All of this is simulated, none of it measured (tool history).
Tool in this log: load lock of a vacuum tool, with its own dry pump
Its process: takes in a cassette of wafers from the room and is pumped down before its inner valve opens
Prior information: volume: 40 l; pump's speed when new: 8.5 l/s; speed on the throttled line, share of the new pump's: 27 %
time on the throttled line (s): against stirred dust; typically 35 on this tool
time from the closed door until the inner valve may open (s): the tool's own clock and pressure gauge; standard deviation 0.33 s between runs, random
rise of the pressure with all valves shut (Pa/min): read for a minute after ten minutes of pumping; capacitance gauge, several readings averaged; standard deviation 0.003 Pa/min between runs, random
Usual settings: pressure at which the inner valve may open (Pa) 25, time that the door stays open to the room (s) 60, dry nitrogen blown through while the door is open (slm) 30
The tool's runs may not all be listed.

run     day  time on the throttled line (s)  pressure at which the inner valve may open (Pa)  time that the door stays open to the room (s)  dry nitrogen blown through while the door is open (slm)  incoming humidity of the room's air, %  time from the closed door until the inner valve may open (s)  rise of the pressure with all valves shut (Pa/min)
  1       0                              35                                               25                                             60                                                       30                                    43.4                                                          64.5                                               0.038
      7.117  -- dry pump taken out, an overhauled one fitted
  2   7.117                              35                                               25                                            112                                                       30                                    43.6                                                          64.7                                               0.045
  3  11.117                              35                                               34                                             60                                                       30                                      46                                                          63.1                                               0.039
  4  14.325                              32                                               25                                             60                                                       30                                    45.8                                                            63                                               0.034
  5  17.933                              35                                               25                                            196                                                       30                                    47.3                                                          64.7                                               0.064
  6  22.496                              35                                               25                                            196                                                       30                                    45.1                                                          65.1                                               0.063
  7  27.821                              35                                               25                                            196                                                       30                                    45.1                                                          64.5                                               0.064
  8  35.708                              35                                               25                                            196                                                       30                                    45.7                                                          64.9                                               0.068
  9  39.862                              35                                               25                                             85                                                       30                                    45.4                                                          65.1                                               0.043
 10  44.875                              35                                               33                                            105                                                       30                                    42.2                                                          63.8                                               0.045
 11  51.096                              35                                               33                                            105                                                       30                                    43.5                                                          63.2                                               0.043
 12  55.996                              56                                               33                                            105                                                        6                                    46.2                                                          78.9                                               0.093
 13  63.633                              56                                               33                                            105                                                        6                                    43.5                                                          79.1                                               0.086
 14  66.825                              35                                               44                                             60                                                        7                                    44.7                                                          61.9                                                0.06
 15  71.929                              35                                               44                                             60                                                        7                                    44.7                                                          61.7                                               0.061
 16  75.208                              35                                               25                                             47                                                       30                                    45.9                                                            65                                               0.036
 17   81.65                              35                                               25                                             47                                                       30                                    46.1                                                          64.3                                               0.033
 18  89.392                              23                                               39                                            176                                                       14                                      45                                                            54                                               0.086

Here are 3 independent what-if runs from the current tool condition. What would each one return?
  A  94.483                              23                                               19                                             78                                                        6                                    44.3                                                             ?                                                   ?
  B  94.483                              23                                               39                                            176                                                       40                                    42.9                                                             ?                                                   ?
  C  94.483                              27                                               39                                            176                                                       14                                    43.6                                                             ?                                                   ?

run  time from the closed door until the inner valve may open (s)  rise of the pressure with all valves shut (Pa/min)
  A                                                          57.2                                               0.078
  B                                                          53.9                                               0.051
  C                                                          57.1                                               0.082
Had the tool no hidden state, the same runs would have come out as:
run  time from the closed door until the inner valve may open (s)  rise of the pressure with all valves shut (Pa/min)
  A                                                          57.2                                               0.078
  B                                                          53.9                                               0.051
  C                                                          57.1                                               0.082

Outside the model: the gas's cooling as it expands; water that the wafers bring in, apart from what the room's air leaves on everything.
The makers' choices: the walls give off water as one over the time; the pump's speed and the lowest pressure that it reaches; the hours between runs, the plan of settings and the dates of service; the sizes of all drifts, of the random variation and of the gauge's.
